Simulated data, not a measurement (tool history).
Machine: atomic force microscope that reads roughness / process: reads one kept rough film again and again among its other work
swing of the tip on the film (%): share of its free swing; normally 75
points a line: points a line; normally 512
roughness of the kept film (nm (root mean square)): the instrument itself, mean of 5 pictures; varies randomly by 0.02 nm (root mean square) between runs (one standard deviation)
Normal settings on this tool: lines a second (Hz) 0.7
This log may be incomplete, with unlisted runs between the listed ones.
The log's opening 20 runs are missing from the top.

run,hour,lines a second (Hz),swing of the tip on the film (%),points a line,pictures with this tip,hours of work since the height scale was calibrated,roughness of the kept film (nm (root mean square))
21,1087.4,2.145,75,512,52,735,4.619
22,1118.4,2.145,75,512,77,748,4.615
# hour 1153: new tip fitted
23,1192.4,3.179,68,970,33,778,4.632
24,1242.5,0.874,86,450,74,798,4.718
# hour 1283: new tip fitted
25,1314.1,2.073,84,595,26,828,4.434
26,1344.4,1.234,90,389,51,840,4.538
# hour 1411.3: new tip fitted
27,1417.4,0.7,61,469,5,870,4.946
28,1488,0.7,67,598,63,899,4.933
29,1522.6,0.7,59,512,91,913,4.925
# hour 1544.8: new tip fitted
30,1592.8,0.7,75,356,39,941,4.867
31,1631.2,0.598,78,356,70,957,4.84
# hour 1674.4: new tip fitted
32,1706.2,2.638,61,356,26,988,4.786
33,1745,2.877,79,512,58,1003,4.397
# hour 1803.4: new tip fitted
34,1803.4,1.974,66,310,0,1027,4.755
35,1846.7,0.564,66,413,35,1045,4.899

Consider 5 possible next runs. They are alternatives, not a sequence: every one starts from the tool as it was left by run 35. What does each give?
A,1881.6,3.167,65,321,64,1059,?
B,1881.6,0.564,88,413,64,1059,?
C,1881.6,0.7,63,1001,64,1059,?
D,1881.6,0.613,66,992,64,1059,?
E,1881.6,1.245,66,444,64,1059,?

run,roughness of the kept film (nm (root mean square))
A,4.667
B,4.773
C,4.907
D,4.961
E,4.847
With no hidden state in the tool, these same runs would have given:
run,roughness of the kept film (nm (root mean square))
A,4.672
B,4.779
C,4.913
D,4.967
E,4.853

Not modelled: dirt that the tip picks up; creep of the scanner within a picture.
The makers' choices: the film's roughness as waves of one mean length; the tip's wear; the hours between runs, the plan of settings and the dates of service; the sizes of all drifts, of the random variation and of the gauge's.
